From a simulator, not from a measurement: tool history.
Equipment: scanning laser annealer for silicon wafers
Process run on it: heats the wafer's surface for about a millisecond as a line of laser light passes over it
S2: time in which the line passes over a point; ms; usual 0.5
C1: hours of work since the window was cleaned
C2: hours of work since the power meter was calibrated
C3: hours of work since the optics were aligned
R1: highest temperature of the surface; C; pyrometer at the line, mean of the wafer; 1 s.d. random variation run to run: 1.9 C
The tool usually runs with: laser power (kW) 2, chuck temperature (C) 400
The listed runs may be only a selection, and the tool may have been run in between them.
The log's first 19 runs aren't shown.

run 20 day=6.258 | laser_power_(kW)=2.039 S2=0.406 chuck_temperature_(C)=401 | C1=130 C2=133 C3=696 | R1=1123
run 21 day=6.492 | laser_power_(kW)=2.039 S2=0.406 chuck_temperature_(C)=401 | C1=133 C2=135 C3=699 | R1=1122
run 22 day=6.858 | laser_power_(kW)=2.039 S2=0.406 chuck_temperature_(C)=401 | C1=137 C2=140 C3=703 | R1=1121
run 23 day=7.212 | laser_power_(kW)=2.039 S2=0.453 chuck_temperature_(C)=408 | C1=141 C2=143 C3=707 | R1=1163
run 24 day=7.633 | laser_power_(kW)=1.815 S2=0.5 chuck_temperature_(C)=400 | C1=146 C2=148 C3=712 | R1=1095
run 25 day=7.954 | laser_power_(kW)=1.815 S2=0.513 chuck_temperature_(C)=415 | C1=149 C2=152 C3=715 | R1=1113
run 26 day=8.271 | laser_power_(kW)=2.119 S2=0.356 chuck_temperature_(C)=375 | C1=153 C2=155 C3=719 | R1=1084
run 27 day=8.7 | laser_power_(kW)=2.119 S2=0.356 chuck_temperature_(C)=375 | C1=158 C2=160 C3=724 | R1=1078
run 28 day=8.942 | laser_power_(kW)=2.119 S2=0.356 chuck_temperature_(C)=375 | C1=160 C2=163 C3=726 | R1=1076
run 29 day=9.333 | laser_power_(kW)=2.178 S2=0.356 chuck_temperature_(C)=440 | C1=165 C2=167 C3=731 | R1=1168
run 30 day=9.571 | laser_power_(kW)=1.997 S2=0.384 chuck_temperature_(C)=404 | C1=167 C2=170 C3=733 | R1=1087

What will run 31 give?
run 31 day=9.996 | laser_power_(kW)=1.89 S2=0.391 chuck_temperature_(C)=400 | C1=172 C2=174 C3=738 | R1=?

{"run 31": {"R1": 1048}}
The same run, on a tool lacking any hidden state, would have yielded R1 1062 C.

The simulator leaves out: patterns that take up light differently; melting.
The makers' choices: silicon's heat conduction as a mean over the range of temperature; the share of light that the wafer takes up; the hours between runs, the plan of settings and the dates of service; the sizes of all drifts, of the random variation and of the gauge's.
